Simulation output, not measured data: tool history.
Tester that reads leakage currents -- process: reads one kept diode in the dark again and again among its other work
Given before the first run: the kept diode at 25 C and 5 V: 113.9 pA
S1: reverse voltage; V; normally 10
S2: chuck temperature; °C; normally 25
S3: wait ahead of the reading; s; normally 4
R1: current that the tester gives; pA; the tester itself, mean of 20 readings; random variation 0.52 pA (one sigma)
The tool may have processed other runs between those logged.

Run 1, hour 0: usual settings. Result: R1 173.27 pA.
Run 2, hour 115.7: usual settings. Result: R1 178.02 pA.
Run 3, hour 301.6: usual settings but S3 0.91 s. Result: R1 186.34 pA.
Run 4, hour 420.7: usual settings but S3 0.91 s. Result: R1 192.51 pA.
At hour 446: chuck's temperature calibrated.
Run 5, hour 586: usual settings but S3 0.91 s. Result: R1 200.41 pA.
Run 6, hour 737.5: usual settings but S3 0.91 s. Result: R1 208.27 pA.
Run 7, hour 893.1: usual settings but S1 1.4 V, S2 26 °C, S3 1.2 s. Result: R1 72.97 pA.
Run 8, hour 1095.4: usual settings but S1 1.4 V, S2 60 °C, S3 3.13 s. Result: R1 1287.4 pA.
At hour 1314: probe card cleaned and baked.
Run 9, hour 1317.1: usual settings but S1 1.4 V, S2 60 °C, S3 1.35 s. Result: R1 1327.62 pA.
At hour 1354: chuck's temperature calibrated, once more.
Run 10, hour 1507.6: usual settings but S1 12.6 V, S2 60 °C, S3 9.06 s. Result: R1 3834.79 pA.

Here are 4 independent what-if runs from the current tool condition. What would each one return?
Run A, hour 1671.2: usual settings but S1 12.6 V, S2 60 °C, S3 6.09 s. Result: R1 ?.
Run B, hour 1671.2: usual settings but S1 8.3 V, S3 3.31 s. Result: R1 ?.
Run C, hour 1671.2: usual settings but S1 13 V, S3 8.45 s. Result: R1 ?.
Run D, hour 1671.2: usual settings but S1 12.6 V, S2 47 °C, S3 9.06 s. Result: R1 ?.

run       R1
  A  3916.79
  B   161.45
  C   209.81
  D  1416.14
Stripped of hidden state, with their random variation kept, the same runs would have yielded:
run       R1
  A  3778.54
  B    153.8
  C    199.8
  D  1360.86
